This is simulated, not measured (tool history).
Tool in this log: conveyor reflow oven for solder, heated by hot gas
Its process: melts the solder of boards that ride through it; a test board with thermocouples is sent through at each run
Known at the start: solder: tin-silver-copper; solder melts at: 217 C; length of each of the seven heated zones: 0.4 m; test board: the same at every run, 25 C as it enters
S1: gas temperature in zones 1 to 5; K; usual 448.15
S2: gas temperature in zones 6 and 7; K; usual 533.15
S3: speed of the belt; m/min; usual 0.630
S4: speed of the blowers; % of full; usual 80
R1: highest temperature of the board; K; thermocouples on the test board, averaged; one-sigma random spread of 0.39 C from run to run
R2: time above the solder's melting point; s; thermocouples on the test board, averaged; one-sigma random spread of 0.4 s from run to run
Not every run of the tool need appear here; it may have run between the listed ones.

run,hour,S1,S2,S3,S4,R1,R2
1,0.0,448.15,533.15,0.630,80,518.15,53.1
2,51.0,456.15,533.15,0.630,80,519.15,56.5
3,136.5,456.15,533.15,0.630,80,518.75,56.0
4,203.2,448.15,533.15,0.622,80,516.85,52.5
5,274.5,448.15,533.15,0.630,80,517.05,50.4
6,319.2,448.15,533.15,0.630,80,515.85,50.0
7,360.3,448.15,533.15,0.630,88,516.65,51.3
8,444.7,448.15,528.15,0.630,80,510.85,45.4
9,503.0,448.15,533.15,0.630,80,515.25,48.7
10,568.7,448.15,533.15,0.550,80,520.85,65.5
11,656.3,448.15,533.15,0.550,80,521.75,65.3
12,710.1,448.15,533.15,0.550,80,520.55,65.4
13,749.9,448.15,533.15,0.550,80,520.65,65.6
14,788.8,448.15,533.15,0.550,80,521.95,66.6
15,828.7,448.15,533.15,0.630,80,519.35,54.3
16,894.6,448.15,531.15,0.702,66,510.05,38.6
17,978.1,435.15,533.15,0.672,61,508.05,33.5
18,1030.8,438.15,533.15,0.630,67,514.65,45.8
19,1107.1,435.15,533.15,0.630,80,517.75,48.8
20,1180.0,448.15,523.15,0.501,80,515.65,68.5
21,1240.7,444.15,533.15,0.565,71,519.35,60.2
22,1287.0,433.15,529.15,0.630,80,512.95,43.7
23,1340.2,433.15,529.15,0.630,80,512.15,42.9
24,1391.1,437.15,529.15,0.630,80,512.75,45.4
25,1459.3,437.15,529.15,0.630,80,513.45,47.5
26,1521.2,437.15,529.15,0.630,80,513.55,47.2
27,1577.1,437.15,529.15,0.630,80,513.35,46.7
28,1639.2,453.15,527.15,0.735,86,510.95,42.1
29,1723.3,453.15,540.15,0.622,86,527.05,63.9

The log once held 5 entries between its listed runs, left out of this copy. Where does each go, and what is different about the tool's unlogged condition between the listed run before it and the listed run after it?
Runs 4 to 5: flux residue cleaned out of gas plates and filters (hour 218.0)
  heat that the gas passes to the board, % of a clean oven's: 92.7 -> 89.5; belt's true speed, % of the reading: 98.93 -> 98.78; true gas temperature in zones 6 and 7 over the reading, C: -1.4 -> -1.58
  the result without the hidden state subtracted from the measured one, R1: -2.70 -> -3.80 K; R2: -2.3 -> -3.5 s
Runs 9 to 10: flux residue cleaned out of gas plates and filters, once more (hour 563.5)
  heat that the gas passes to the board, % of a clean oven's: 86.5 -> 99; belt's true speed, % of the reading: 98.23 -> 98.09; true gas temperature in zones 6 and 7 over the reading, C: -2.12 -> -2.26
  the result without the hidden state subtracted from the measured one, R1: -5.00 -> -1.80 K; R2: -4.7 -> +0.0 s
Runs 13 to 14: thermocouples of zones 6 and 7 changed (hour 785.0)
  heat that the gas passes to the board, % of a clean oven's: 96.4 -> 95.8; belt's true speed, % of the reading: 97.66 -> 97.59; true gas temperature in zones 6 and 7 over the reading, C: -2.67 -> -0.16
  the result without the hidden state subtracted from the measured one, R1: -2.60 -> -0.50 K; R2: -0.6 -> +1.1 s
Runs 17 to 18: flux residue cleaned out of gas plates and filters (hour 990.9)
  heat that the gas passes to the board, % of a clean oven's: 93.2 -> 98.9; belt's true speed, % of the reading: 97.15 -> 97.04; true gas temperature in zones 6 and 7 over the reading, C: -0.63 -> -0.74
  the result without the hidden state subtracted from the measured one, R1: -1.40 -> +0.10 K; R2: -0.8 -> +1.7 s
Runs 24 to 25: flux residue cleaned out of gas plates and filters (hour 1416.2)
  heat that the gas passes to the board, % of a clean oven's: 93.7 -> 99.3; belt's true speed, % of the reading: 96.2 -> 96.05; true gas temperature in zones 6 and 7 over the reading, C: -1.61 -> -1.76
  the result without the hidden state subtracted from the measured one, R1: -1.90 -> -0.60 K; R2: -0.5 -> +1.8 s
